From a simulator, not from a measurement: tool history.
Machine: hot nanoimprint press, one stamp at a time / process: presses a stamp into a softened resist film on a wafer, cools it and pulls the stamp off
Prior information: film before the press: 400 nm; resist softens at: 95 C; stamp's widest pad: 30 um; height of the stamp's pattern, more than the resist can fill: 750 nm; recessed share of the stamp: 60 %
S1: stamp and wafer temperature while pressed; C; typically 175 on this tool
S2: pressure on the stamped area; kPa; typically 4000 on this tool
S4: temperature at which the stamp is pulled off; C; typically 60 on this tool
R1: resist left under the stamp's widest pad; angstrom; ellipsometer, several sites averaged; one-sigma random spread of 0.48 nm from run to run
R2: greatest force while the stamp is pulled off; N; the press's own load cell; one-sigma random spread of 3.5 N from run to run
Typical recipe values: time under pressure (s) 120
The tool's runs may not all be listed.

Run 1, hour 0: usual settings. Result: R1 1782 angstrom, R2 184 N.
Run 2, hour 12.7: usual settings. Result: R1 1784 angstrom, R2 181 N.
Run 3, hour 22.4: usual settings. Result: R1 1785 angstrom, R2 187 N.
Run 4, hour 34.7: usual settings. Result: R1 1786 angstrom, R2 182 N.
Run 5, hour 49.9: usual settings. Result: R1 1788 angstrom, R2 194 N.
Run 6, hour 63.8: usual settings. Result: R1 1784 angstrom, R2 183 N.
Run 7, hour 78.3: usual settings but S4 65 C. Result: R1 1779 angstrom, R2 168 N.
Run 8, hour 93.6: usual settings but S4 65 C. Result: R1 1796 angstrom, R2 168 N.
Run 9, hour 104.9: usual settings but S4 65 C. Result: R1 1797 angstrom, R2 175 N.
Run 10, hour 114.1: usual settings but S2 3220 kPa. Result: R1 1951 angstrom, R2 203 N.
Run 11, hour 126.9: usual settings but S2 2610 kPa. Result: R1 2122 angstrom, R2 192 N.
Run 12, hour 140.8: usual settings but S2 2610 kPa. Result: R1 2131 angstrom, R2 204 N.
Run 13, hour 149.6: usual settings but S2 2610 kPa. Result: R1 2129 angstrom, R2 209 N.
At hour 154: plate thermocouple calibrated.
Run 14, hour 163.1: usual settings but S1 183 C, S2 2680 kPa, time under pressure (s) 164, S4 65 C. Result: R1 1428 angstrom, R2 187 N.
Run 15, hour 176.3: usual settings but S1 183 C, S2 2680 kPa, time under pressure (s) 164, S4 65 C. Result: R1 1427 angstrom, R2 185 N.
Run 16, hour 187.9: usual settings but time under pressure (s) 62, S4 66 C. Result: R1 2295 angstrom, R2 180 N.
Run 17, hour 197.6: usual settings but time under pressure (s) 68, S4 49 C. Result: R1 2222 angstrom, R2 280 N.
Run 18, hour 209.9: usual settings but time under pressure (s) 68, S4 49 C. Result: R1 2226 angstrom, R2 272 N.
Run 19, hour 219.8: usual settings but S1 163 C, time under pressure (s) 93, S4 52 C. Result: R1 2900 angstrom, R2 265 N.
Run 20, hour 234.7: usual settings but S1 177 C, S2 2960 kPa, time under pressure (s) 150, S4 55 C. Result: R1 1747 angstrom, R2 255 N.
At hour 247.4: plate thermocouple calibrated, once more.
Run 21, hour 250.7: usual settings but S2 3350 kPa, time under pressure (s) 142, S4 63 C. Result: R1 1798 angstrom, R2 197 N.
Run 22, hour 264.9: usual settings but S1 169 C, S2 4290 kPa, time under pressure (s) 70, S4 61 C. Result: R1 2558 angstrom, R2 221 N.
Run 23, hour 280.2: usual settings but S1 184 C, S2 4290 kPa, time under pressure (s) 70, S4 53 C. Result: R1 1586 angstrom, R2 271 N.
Run 24, hour 292.3: usual settings but S4 56 C. Result: R1 1782 angstrom, R2 252 N.
Run 25, hour 304.7: usual settings but S4 56 C. Result: R1 1790 angstrom, R2 256 N.

Branching from run 25: 5 alternative next runs. What would each branch give?
Run A, hour 316.1: usual settings but S2 5020 kPa, time under pressure (s) 219, S4 56 C. Result: R1 ?, R2 ?.
Run B, hour 316.1: usual settings but S4 55 C. Result: R1 ?, R2 ?.
Run C, hour 316.1: usual settings but S2 2790 kPa, time under pressure (s) 72, S4 50 C. Result: R1 ?, R2 ?.
Run D, hour 316.1: usual settings but S1 178 C. Result: R1 ?, R2 ?.
Run E, hour 316.1: usual settings but S4 59 C. Result: R1 ?, R2 ?.

run    R1   R2
  A  1267  253
  B  1789  263
  C  2447  296
  D  1606  227
  E  1788  239
With no hidden state in the tool, these same runs would have given:
run    R1   R2
  A  1245  192
  B  1765  199
  C  2426  224
  D  1584  171
  E  1764  180
